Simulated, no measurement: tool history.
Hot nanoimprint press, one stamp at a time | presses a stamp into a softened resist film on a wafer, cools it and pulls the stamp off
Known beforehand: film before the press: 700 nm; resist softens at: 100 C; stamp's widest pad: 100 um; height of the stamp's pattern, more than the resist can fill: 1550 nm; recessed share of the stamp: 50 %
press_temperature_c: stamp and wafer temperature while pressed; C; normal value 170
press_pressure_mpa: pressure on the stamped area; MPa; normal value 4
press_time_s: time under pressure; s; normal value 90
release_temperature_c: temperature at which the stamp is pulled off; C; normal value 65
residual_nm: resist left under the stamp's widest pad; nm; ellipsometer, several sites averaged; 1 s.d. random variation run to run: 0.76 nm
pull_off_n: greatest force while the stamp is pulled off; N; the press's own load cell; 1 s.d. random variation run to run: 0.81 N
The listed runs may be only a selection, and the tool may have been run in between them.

run,hour,press_temperature_c,press_pressure_mpa,press_time_s,release_temperature_c,residual_nm,pull_off_n
1,0,170,4,90,65,315.1,180
2,4.5,170,4,90,65,315.5,181.8
3,14.1,170,4,90,65,313.8,181.9
4,23.7,170,4,90,65,314.5,181.8
5,28.9,170,4,90,68,314.6,166.6
6,37.2,170,4,90,73,314.5,137.5
7,50.7,170,4,90,73,327.7,136.9
8,56.5,181,4,90,65,208.2,179.5
9,66.5,181,4,90,65,208.3,178.7
10,75.2,181,4,90,65,208.6,179.3
11,82.1,181,4,90,65,208.8,180.9
12,90.5,170,4,105,65,308.3,182.2
13,94.9,170,4,113,65,300.6,180.9
14,101,170,4,113,65,300.9,181.2
15,111,170,4,113,65,300.5,182.6
16,118.3,170,4,113,65,300.6,183.4
17,124.4,170,4.59,113,65,281,182.4
18,129.2,178,4.59,56,56,264.1,232.6
19,138.3,178,4.59,56,56,262.8,233.2
20,143.6,170,4.21,90,66,319.5,180.1
21,153.7,170,4,85,66,332.5,178.3
22,159.5,170,4,85,66,333.4,181.3
23,167.4,163,3.02,127,66,435.7,180.7
24,175.1,166,5.81,81,67,337.7,174.7
25,179.4,166,5.81,81,67,337.6,176.6
26,188.9,178,4,90,70,233.6,159
27,204.1,178,4,90,70,234.8,151.7
28,209.3,178,4,90,70,234.3,152.5
29,214.8,160,4,90,65,482.4,176.1

Missing from the log above: 3 entries noted between runs. For each, name the pair of listed runs it sits between and say how the tool's hidden condition differs from the listed run just before to the listed run just after:
In the gap between runs 6 and 7: stamp cleaned and given a new release coat (hour 44.2); plate thermocouple calibrated (hour 49.3)
  true temperature over the reading, C: 1.07 -> 0.13; pressure that arrives at the usual setting, %: 98.07 -> 98.04; grip of the stamp's worn release coat, % over a new coat's: 5.7 -> 0.1
  what was measured, less what the result would be without the hidden state, residual_nm: -11.3 -> +1.3 nm; pull_off_n: +1.9 -> -0.5 N
In the gap between runs 26 and 27: stamp cleaned and given a new release coat (hour 199.7)
  true temperature over the reading, C: 0.34 -> 0.35; pressure that arrives at the usual setting, %: 97.21 -> 97.16; grip of the stamp's worn release coat, % over a new coat's: 5.6 -> 0.2
  what was measured, less what the result would be without the hidden state, residual_nm: +0.4 -> +0.3 nm; pull_off_n: +6.7 -> -1.6 N
